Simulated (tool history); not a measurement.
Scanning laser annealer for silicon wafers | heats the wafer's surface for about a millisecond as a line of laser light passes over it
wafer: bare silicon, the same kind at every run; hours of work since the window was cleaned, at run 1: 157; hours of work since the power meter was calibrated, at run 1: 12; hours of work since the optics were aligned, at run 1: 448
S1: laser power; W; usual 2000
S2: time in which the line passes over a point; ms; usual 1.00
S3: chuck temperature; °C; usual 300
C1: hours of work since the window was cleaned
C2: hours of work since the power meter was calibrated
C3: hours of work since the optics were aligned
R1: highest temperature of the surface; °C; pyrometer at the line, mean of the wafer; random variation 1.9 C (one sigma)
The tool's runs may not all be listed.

run 1 hour=0.0 | S1=2000 S2=1.00 S3=300 | C1=157 C2=12 C3=448 | R1=1100
run 2 hour=14.1 | S1=2000 S2=1.00 S3=300 | C1=163 C2=18 C3=454 | R1=1098
run 3 hour=35.4 | S1=2000 S2=1.00 S3=300 | C1=172 C2=27 C3=463 | R1=1097
run 4 hour=64.0 | S1=2000 S2=1.00 S3=300 | C1=184 C2=39 C3=475 | R1=1095
run 5 hour=91.1 | S1=2000 S2=0.77 S3=300 | C1=196 C2=51 C3=486 | R1=987
run 6 hour=108.8 | S1=2000 S2=0.77 S3=300 | C1=203 C2=58 C3=494 | R1=987
run 7 hour=128.2 | S1=2000 S2=0.77 S3=300 | C1=211 C2=66 C3=502 | R1=987
-- hour=132.0 window over the wafer cleaned
run 8 hour=142.9 | S1=2028 S2=1.20 S3=261 | C1=5 C2=72 C3=507 | R1=1153
run 9 hour=160.0 | S1=2028 S2=1.20 S3=325 | C1=12 C2=79 C3=514 | R1=1217
run 10 hour=171.7 | S1=2028 S2=1.20 S3=325 | C1=17 C2=84 C3=519 | R1=1221
run 11 hour=198.9 | S1=1832 S2=0.85 S3=329 | C1=28 C2=95 C3=531 | R1=993
run 12 hour=225.6 | S1=2149 S2=0.85 S3=329 | C1=39 C2=107 C3=542 | R1=1109
run 13 hour=239.3 | S1=2179 S2=0.72 S3=335 | C1=45 C2=112 C3=548 | R1=1056
run 14 hour=264.7 | S1=1968 S2=1.15 S3=326 | C1=56 C2=123 C3=559 | R1=1174

5 ways to go on from here, each from the tool as it stands after run 14. What would each give?
-- hour=277.9 window over the wafer cleaned, once more
run A hour=291.3 | S1=1968 S2=0.79 S3=326 | C1=6 C2=134 C3=569 | R1=?
-- hour=277.9 window over the wafer cleaned, once more
run B hour=291.3 | S1=2078 S2=1.06 S3=299 | C1=6 C2=134 C3=569 | R1=?
-- hour=277.9 window over the wafer cleaned, once more
run C hour=291.3 | S1=1968 S2=1.15 S3=308 | C1=6 C2=134 C3=569 | R1=?
-- hour=277.9 window over the wafer cleaned, once more
run D hour=291.3 | S1=2091 S2=1.00 S3=300 | C1=6 C2=134 C3=569 | R1=?
-- hour=277.9 window over the wafer cleaned, once more
run E hour=291.3 | S1=1858 S2=1.24 S3=285 | C1=6 C2=134 C3=569 | R1=?

run=A R1=1017
run=B R1=1156
run=C R1=1163
run=D R1=1137
run=E R1=1123
Without the tool's hidden state the same runs would have given:
run=A R1=1022
run=B R1=1162
run=C R1=1169
run=D R1=1142
run=E R1=1129
